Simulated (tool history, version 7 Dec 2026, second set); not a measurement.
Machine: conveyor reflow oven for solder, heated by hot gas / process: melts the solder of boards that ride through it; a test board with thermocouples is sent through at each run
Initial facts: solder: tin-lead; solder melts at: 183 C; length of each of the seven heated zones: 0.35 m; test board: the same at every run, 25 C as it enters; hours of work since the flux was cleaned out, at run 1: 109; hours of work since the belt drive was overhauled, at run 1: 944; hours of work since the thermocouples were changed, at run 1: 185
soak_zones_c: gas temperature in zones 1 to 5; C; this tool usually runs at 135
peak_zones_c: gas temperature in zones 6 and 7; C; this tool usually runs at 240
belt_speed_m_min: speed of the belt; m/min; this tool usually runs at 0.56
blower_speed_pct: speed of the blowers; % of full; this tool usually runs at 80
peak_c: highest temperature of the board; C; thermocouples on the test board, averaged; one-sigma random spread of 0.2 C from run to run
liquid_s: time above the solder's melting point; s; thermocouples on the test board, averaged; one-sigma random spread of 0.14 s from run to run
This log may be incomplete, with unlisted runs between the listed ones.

run    hour  soak_zones_c  peak_zones_c  belt_speed_m_min  blower_speed_pct  hours of work since the flux was cleaned out  hours of work since the belt drive was overhauled  hours of work since the thermocouples were changed  peak_c  liquid_s
  1       0           135           240              0.56                80                                           109                                                944                                                 185   226.3      63.4
  2    40.1           135           240              0.56                53                                           134                                                969                                                 209   218.1      57.1
       65.7  -- belt drive overhauled, speed set with a stopwatch
  3      81           135           240              0.56                53                                           156                                                  9                                                 231     217      54.4
  4   121.4           135           240              0.56                53                                           181                                                 34                                                 256     217        54
  5   167.5           135           240              0.56                80                                           209                                                 62                                                 284   224.7      60.6
  6     197           135           240              0.56                80                                           226                                                 80                                                 302   224.1      60.5
  7   267.7           135           240              0.56                80                                           269                                                122                                                 344   223.9      60.3
  8   299.4           135           240              0.56                80                                           288                                                142                                                 364   224.1      60.5
  9   340.1           135           240              0.56                80                                           313                                                166                                                 388   223.9      60.4
      350.9  -- flux residue cleaned out of gas plates and filters
 10   396.7           135           240              0.56                80                                            28                                                197                                                 420   221.9      58.6
 11   459.1           135           240              0.56                54                                            66                                                235                                                 457   214.7      52.6
 12   509.6           135           240              0.56                80                                            96                                                266                                                 488   221.7      58.9
 13   572.5           135           240              0.56                80                                           134                                                304                                                 526   221.4      58.7
 14   610.3           135           240              0.56                80                                           157                                                327                                                 549   220.8      58.5
 15   670.5           132           240              0.56                80                                           194                                                363                                                 585   220.8      56.8
 16   718.1           132           240              0.56                80                                           222                                                392                                                 614   220.3      56.7
      753.5  -- flux residue cleaned out of gas plates and filters, once more
 17   778.2           141           233              0.56                69                                            15                                                425                                                 648   219.4      59.6
 18   842.5           142           234             0.599                68                                            54                                                464                                                 686   217.9      54.7
 19   913.2           142           234             0.599                68                                            97                                                507                                                 729   217.7      54.7
 20   953.9           135           247             0.453                80                                           121                                                532                                                 754   238.8      85.6
 21   985.8           142           234             0.602                58                                           141                                                551                                                 773   214.1      51.4
 22  1058.4           142           234             0.602                58                                           185                                                595                                                 817   214.2      51.2
 23    1129           142           234             0.602                58                                           227                                                638                                                 860   213.8      50.7
 24  1190.3           142           234             0.602                58                                           265                                                675                                                 897   213.6      50.8
 25  1238.7           146           230             0.482                53                                           294                                                704                                                 926   216.6      70.3
 26  1300.1           142           237             0.482                53                                           331                                                742                                                 964   222.3        73
 27  1371.5           146           236             0.621                85                                           374                                                785                                                1007   220.8      56.7
 28  1417.5           130           240              0.48                64                                           402                                                813                                                1035     226      71.6

Run 29, settings as shown, results not yet in. Your forecast:
 29  1461.3           135           235             0.663                80                                           429                                                839                                                1061       ?         ?

Run 29 yielded peak_c 214 C, liquid_s 44.3 s.
If the tool had no hidden condition, the same run with the same run-to-run variation would have returned peak_c 215.9 C, liquid_s 45.2 s.
